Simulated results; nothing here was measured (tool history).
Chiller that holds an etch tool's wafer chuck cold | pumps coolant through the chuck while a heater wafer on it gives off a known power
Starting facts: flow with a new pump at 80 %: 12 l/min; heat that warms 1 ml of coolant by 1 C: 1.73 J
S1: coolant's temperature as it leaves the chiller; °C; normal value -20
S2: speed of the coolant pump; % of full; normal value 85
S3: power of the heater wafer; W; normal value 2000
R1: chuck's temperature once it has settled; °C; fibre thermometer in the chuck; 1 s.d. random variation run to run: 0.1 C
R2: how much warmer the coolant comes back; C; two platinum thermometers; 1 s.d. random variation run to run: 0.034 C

run,hour,S1,S2,S3,R1,R2
1,0.0,-20,85,2000,-3.7,5.39
2,148.1,-20,85,2000,-3.6,5.35
3,374.9,-20,85,1744,-5.8,4.72
4,556.4,-20,85,2377,-0.6,6.47
5,693.4,-20,85,2377,-0.6,6.40
# hour 766.5: coolant changed, channels flushed
6,913.5,-20,100,2000,-5.3,4.55
7,1141.4,-20,100,2000,-5.3,4.51
8,1327.5,-20,100,2000,-5.3,4.50
9,1438.5,-20,100,2507,-1.5,5.71
10,1560.6,-20,100,2507,-1.7,5.70
11,1661.4,-20,100,2507,-1.6,5.65
12,1765.2,-20,100,2507,-1.6,5.78
13,1939.1,-20,100,1041,-12.4,2.29
14,2082.7,-26,73,1838,-9.7,5.87
15,2204.7,-26,73,1838,-9.6,5.85
16,2442.5,-12,96,2000,3.1,4.76
17,2583.0,-12,94,1674,0.7,4.06
18,2815.0,-28,63,1592,-12.2,6.00
19,2996.8,-28,63,1592,-12.3,5.92
20,3176.6,-28,63,1592,-12.3,5.95
21,3307.9,-18,99,2368,-0.5,5.46
# hour 3536.3: coolant pump overhauled
22,3536.3,-20,84,2368,-0.5,6.43
23,3744.5,-23,84,1196,-13.4,3.27
24,3876.4,-11,88,2031,5.3,5.31
25,4088.3,-28,84,1743,-13.8,4.72
# hour 4150.1: chiller's thermometer calibrated
26,4205.7,-25,84,2213,-6.9,6.01

Each row is a separate what-if for the run after 26, all from the same tool condition, not one after another. Results?
A,4383.1,-18,84,2213,?,?
B,4383.1,-25,80,1096,?,?
C,4383.1,-23,92,1411,?,?
D,4383.1,-12,84,2084,?,?
E,4383.1,-11,69,1017,?,?

run,R1,R2
A,0.2,6.03
B,-15.9,3.16
C,-12.1,3.53
D,5.1,5.71
E,-1.6,3.43
Without the tool's unlogged condition, the same runs would have read:
run,R1,R2
A,0.2,6.03
B,-15.9,3.16
C,-12.1,3.52
D,5.1,5.71
E,-1.6,3.43
